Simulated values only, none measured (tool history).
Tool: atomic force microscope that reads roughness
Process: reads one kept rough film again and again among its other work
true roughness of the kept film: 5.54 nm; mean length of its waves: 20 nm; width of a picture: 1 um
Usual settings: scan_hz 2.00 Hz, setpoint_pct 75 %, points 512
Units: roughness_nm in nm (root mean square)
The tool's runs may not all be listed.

{"run": 1, "hour": 0.0, "scan_hz": 2.0, "setpoint_pct": 75, "points": 512, "roughness_nm": 1.886}
{"run": 2, "hour": 13.6, "scan_hz": 2.0, "setpoint_pct": 75, "points": 512, "roughness_nm": 1.8}
{"run": 3, "hour": 30.7, "scan_hz": 2.0, "setpoint_pct": 77, "points": 512, "roughness_nm": 1.696}
{"run": 4, "hour": 46.5, "scan_hz": 2.0, "setpoint_pct": 77, "points": 512, "roughness_nm": 1.627}
{"hour": 59.2, "done": "new tip fitted"}
{"run": 5, "hour": 63.7, "scan_hz": 2.0, "setpoint_pct": 75, "points": 512, "roughness_nm": 3.038}
{"run": 6, "hour": 78.3, "scan_hz": 3.71, "setpoint_pct": 75, "points": 512, "roughness_nm": 2.549}
{"run": 7, "hour": 90.9, "scan_hz": 2.0, "setpoint_pct": 75, "points": 550, "roughness_nm": 2.645}
{"run": 8, "hour": 106.6, "scan_hz": 2.0, "setpoint_pct": 75, "points": 512, "roughness_nm": 2.478}
{"run": 9, "hour": 119.5, "scan_hz": 2.0, "setpoint_pct": 75, "points": 512, "roughness_nm": 2.346}
{"run": 10, "hour": 129.1, "scan_hz": 2.0, "setpoint_pct": 75, "points": 512, "roughness_nm": 2.291}
{"run": 11, "hour": 140.3, "scan_hz": 2.0, "setpoint_pct": 75, "points": 512, "roughness_nm": 2.197}
{"run": 12, "hour": 154.1, "scan_hz": 2.0, "setpoint_pct": 75, "points": 512, "roughness_nm": 2.099}
{"run": 13, "hour": 164.8, "scan_hz": 2.0, "setpoint_pct": 75, "points": 512, "roughness_nm": 2.009}
{"run": 14, "hour": 177.6, "scan_hz": 2.0, "setpoint_pct": 75, "points": 512, "roughness_nm": 1.921}
{"run": 15, "hour": 190.9, "scan_hz": 2.0, "setpoint_pct": 75, "points": 512, "roughness_nm": 1.877}
{"run": 16, "hour": 204.1, "scan_hz": 2.0, "setpoint_pct": 75, "points": 512, "roughness_nm": 1.802}
{"run": 17, "hour": 213.7, "scan_hz": 2.0, "setpoint_pct": 75, "points": 512, "roughness_nm": 1.747}
{"run": 18, "hour": 229.5, "scan_hz": 2.0, "setpoint_pct": 80, "points": 512, "roughness_nm": 1.606}
{"run": 19, "hour": 241.8, "scan_hz": 2.0, "setpoint_pct": 75, "points": 345, "roughness_nm": 1.593}
{"run": 20, "hour": 256.1, "scan_hz": 2.0, "setpoint_pct": 75, "points": 345, "roughness_nm": 1.551}
{"hour": 259.2, "done": "new tip fitted"}
{"run": 21, "hour": 269.2, "scan_hz": 2.0, "setpoint_pct": 75, "points": 512, "roughness_nm": 2.951}
{"run": 22, "hour": 287.7, "scan_hz": 2.0, "setpoint_pct": 75, "points": 512, "roughness_nm": 2.696}
{"run": 23, "hour": 303.7, "scan_hz": 2.0, "setpoint_pct": 82, "points": 512, "roughness_nm": 2.401}
{"run": 24, "hour": 317.2, "scan_hz": 2.0, "setpoint_pct": 82, "points": 512, "roughness_nm": 2.276}
{"run": 25, "hour": 334.8, "scan_hz": 2.0, "setpoint_pct": 82, "points": 512, "roughness_nm": 2.141}
{"run": 26, "hour": 344.0, "scan_hz": 2.0, "setpoint_pct": 82, "points": 512, "roughness_nm": 2.058}
{"run": 27, "hour": 364.3, "scan_hz": 2.0, "setpoint_pct": 82, "points": 512, "roughness_nm": 1.946}
{"run": 28, "hour": 376.8, "scan_hz": 2.0, "setpoint_pct": 82, "points": 512, "roughness_nm": 1.866}
{"run": 29, "hour": 390.4, "scan_hz": 3.81, "setpoint_pct": 75, "points": 556, "roughness_nm": 1.696}
{"run": 30, "hour": 399.6, "scan_hz": 3.81, "setpoint_pct": 75, "points": 556, "roughness_nm": 1.642}
{"run": 31, "hour": 419.9, "scan_hz": 0.67, "setpoint_pct": 75, "points": 455, "roughness_nm": 1.863}
{"run": 32, "hour": 437.4, "scan_hz": 2.9, "setpoint_pct": 58, "points": 440, "roughness_nm": 1.754}
{"run": 33, "hour": 452.5, "scan_hz": 2.9, "setpoint_pct": 58, "points": 440, "roughness_nm": 1.666}
{"hour": 458.4, "done": "new tip fitted"}
{"run": 34, "hour": 467.1, "scan_hz": 2.0, "setpoint_pct": 57, "points": 512, "roughness_nm": 3.246}
{"run": 35, "hour": 480.7, "scan_hz": 0.7, "setpoint_pct": 83, "points": 262, "roughness_nm": 2.929}
{"run": 36, "hour": 501.3, "scan_hz": 0.7, "setpoint_pct": 55, "points": 765, "roughness_nm": 2.94}
{"run": 37, "hour": 519.7, "scan_hz": 2.0, "setpoint_pct": 75, "points": 342, "roughness_nm": 2.369}
{"run": 38, "hour": 539.1, "scan_hz": 2.0, "setpoint_pct": 75, "points": 342, "roughness_nm": 2.205}
{"run": 39, "hour": 550.9, "scan_hz": 2.0, "setpoint_pct": 65, "points": 381, "roughness_nm": 2.248}
{"run": 40, "hour": 570.8, "scan_hz": 2.02, "setpoint_pct": 55, "points": 832, "roughness_nm": 2.204}
{"run": 41, "hour": 590.4, "scan_hz": 0.62, "setpoint_pct": 76, "points": 666, "roughness_nm": 2.082}
{"run": 42, "hour": 608.2, "scan_hz": 3.31, "setpoint_pct": 69, "points": 334, "roughness_nm": 1.736}
{"run": 43, "hour": 621.3, "scan_hz": 3.31, "setpoint_pct": 69, "points": 952, "roughness_nm": 1.716}
{"run": 44, "hour": 641.7, "scan_hz": 3.31, "setpoint_pct": 82, "points": 952, "roughness_nm": 1.425}
{"run": 45, "hour": 652.8, "scan_hz": 3.99, "setpoint_pct": 65, "points": 281, "roughness_nm": 1.552}
{"hour": 658.4, "done": "new tip fitted"}
{"run": 46, "hour": 669.6, "scan_hz": 3.99, "setpoint_pct": 65, "points": 281, "roughness_nm": 2.867}
{"run": 47, "hour": 680.1, "scan_hz": 2.02, "setpoint_pct": 65, "points": 281, "roughness_nm": 2.892}
{"run": 48, "hour": 698.6, "scan_hz": 2.02, "setpoint_pct": 65, "points": 281, "roughness_nm": 2.685}
{"run": 49, "hour": 712.1, "scan_hz": 1.81, "setpoint_pct": 75, "points": 512, "roughness_nm": 2.513}
{"run": 50, "hour": 728.1, "scan_hz": 1.1, "setpoint_pct": 76, "points": 289, "roughness_nm": 2.385}
{"run": 51, "hour": 746.7, "scan_hz": 1.1, "setpoint_pct": 60, "points": 408, "roughness_nm": 2.374}
{"run": 52, "hour": 763.9, "scan_hz": 0.55, "setpoint_pct": 60, "points": 408, "roughness_nm": 2.283}
{"run": 53, "hour": 783.7, "scan_hz": 0.55, "setpoint_pct": 60, "points": 408, "roughness_nm": 2.116}

3 ways to go on from here, each from the tool as it stands after run 53. What would each give?
{"run": "A", "hour": 800.7, "scan_hz": 1.52, "setpoint_pct": 60, "points": 823, "roughness_nm": "?"}
{"run": "B", "hour": 800.7, "scan_hz": 0.77, "setpoint_pct": 81, "points": 390, "roughness_nm": "?"}
{"run": "C", "hour": 800.7, "scan_hz": 1.1, "setpoint_pct": 81, "points": 833, "roughness_nm": "?"}

run=A roughness_nm=2.011
run=B roughness_nm=1.916
run=C roughness_nm=1.893
Without the tool's hidden state the same runs would have given:
run=A roughness_nm=3.429
run=B roughness_nm=3.273
run=C roughness_nm=3.231
